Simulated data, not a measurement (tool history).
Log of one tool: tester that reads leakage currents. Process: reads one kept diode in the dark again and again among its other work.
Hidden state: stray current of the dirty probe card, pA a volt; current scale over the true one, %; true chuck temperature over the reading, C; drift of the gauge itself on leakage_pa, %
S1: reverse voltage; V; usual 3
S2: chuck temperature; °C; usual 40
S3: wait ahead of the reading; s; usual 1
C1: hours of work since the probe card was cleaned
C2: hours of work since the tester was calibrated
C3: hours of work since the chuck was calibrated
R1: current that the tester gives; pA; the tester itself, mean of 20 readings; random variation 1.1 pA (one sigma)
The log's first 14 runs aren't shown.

Run 15, hour 923.1: usual settings but S3 1.43 s; C1 635; C2 1823; C3 98. Result: R1 358.01 pA.
Run 16, hour 998.8: usual settings but S2 57 °C; C1 672; C2 1860; C3 135. Result: R1 1369.59 pA.
Run 17, hour 1079.8: usual settings but S2 57 °C; C1 711; C2 1899; C3 174. Result: R1 1364.98 pA.
Run 18, hour 1118.7: usual settings but S1 16.91 V; C1 730; C2 1918; C3 193. Result: R1 717.83 pA.
Run 19, hour 1159.1: usual settings but S1 2.89 V; C1 750; C2 1938; C3 213. Result: R1 353.89 pA.
Run 20, hour 1237.9: usual settings but S1 2.89 V; C1 788; C2 1976; C3 251. Result: R1 353.35 pA.
Run 21, hour 1291: usual settings but S1 1.02 V, S3 4.46 s; C1 814; C2 2002; C3 277. Result: R1 233.34 pA.
Run 22, hour 1345.6: usual settings but S1 1.02 V, S3 4.46 s; C1 840; C2 2028; C3 304. Result: R1 233.81 pA.
Run 23, hour 1406.6: usual settings but S1 1.63 V, S2 35 °C, S3 7.87 s; C1 870; C2 2058; C3 333. Result: R1 183.9 pA.
Run 24, hour 1442.2: usual settings but S1 1.95 V, S2 51 °C, S3 0.64 s; C1 887; C2 2075; C3 351. Result: R1 727.88 pA.
Run 25, hour 1497.5: usual settings but S1 1.03 V, S2 41 °C, S3 2.7 s; C1 914; C2 2102; C3 378. Result: R1 253.54 pA.
Run 26, hour 1544.2: usual settings but S2 32 °C; C1 937; C2 2125; C3 400. Result: R1 180.4 pA.
Run 27, hour 1616.6: usual settings but S1 5.36 V, S2 32 °C; C1 972; C2 2160; C3 435. Result: R1 229.3 pA.
Run 28, hour 1655.1: usual settings but S1 3.28 V; C1 991; C2 2179; C3 454. Result: R1 370.33 pA.
Run 29, hour 1734.7: usual settings but S1 16.93 V, S2 30 °C, S3 4.13 s; C1 1030; C2 2218; C3 493. Result: R1 305.44 pA.
At hour 1765.9: probe card cleaned and baked.
Run 30, hour 1787.5: usual settings but S1 3.15 V, S2 30 °C, S3 0.55 s; C1 11; C2 2242; C3 517. Result: R1 155.94 pA.
Run 31, hour 1841.9: usual settings but S2 47 °C, S3 2.72 s; C1 37; C2 2268; C3 544. Result: R1 631.64 pA.
Run 32, hour 1876.3: usual settings but S2 47 °C, S3 2.72 s; C1 54; C2 2285; C3 560. Result: R1 630.91 pA.
Run 33, hour 1913.8: usual settings but S1 3.2 V, S3 0.49 s; C1 72; C2 2303; C3 579. Result: R1 365.9 pA.
Run 34, hour 1948.3: usual settings but S1 6.85 V, S2 46 °C, S3 0.69 s; C1 89; C2 2320; C3 595. Result: R1 813.34 pA.
Run 35, hour 1999.9: usual settings but S1 6.85 V, S2 46 °C, S3 0.69 s; C1 114; C2 2345; C3 620. Result: R1 816.45 pA.
Run 36, hour 2074.6: usual settings but S1 6.85 V, S2 53 °C, S3 2.24 s; C1 150; C2 2382; C3 657. Result: R1 1403.93 pA.
Run 37, hour 2118.1: usual settings but S1 3.49 V, S2 27 °C, S3 6.64 s; C1 171; C2 2403; C3 678. Result: R1 123.08 pA.
Run 38, hour 2159.8: usual settings but S1 2.81 V, S2 23 °C, S3 5.55 s; C1 192; C2 2423; C3 698. Result: R1 78.32 pA.
At hour 2189.2: chuck's temperature calibrated.
Run 39, hour 2226.1: usual settings but S1 2.81 V, S2 23 °C, S3 5.55 s; C1 223; C2 2454; C3 18. Result: R1 78.84 pA.

Forecast each of these 4 alternatives for the next run:
Run A, hour 2281.4: usual settings but S2 49 °C; C1 250; C2 2481; C3 45. Result: R1 ?.
Run B, hour 2281.4: usual settings but S1 15.86 V, S2 23 °C, S3 0.34 s; C1 250; C2 2481; C3 45. Result: R1 ?.
Run C, hour 2281.4: usual settings but S1 1.68 V, S2 34 °C; C1 250; C2 2481; C3 45. Result: R1 ?.
Run D, hour 2281.4: usual settings but S1 3.79 V, S2 27 °C, S3 9.67 s; C1 250; C2 2481; C3 45. Result: R1 ?.

run      R1
  A   738.9
  B  163.68
  C  171.42
  D   127.1
Without the tool's hidden state the same runs would have given:
run      R1
  A  738.91
  B  163.61
  C  171.41
  D  127.09

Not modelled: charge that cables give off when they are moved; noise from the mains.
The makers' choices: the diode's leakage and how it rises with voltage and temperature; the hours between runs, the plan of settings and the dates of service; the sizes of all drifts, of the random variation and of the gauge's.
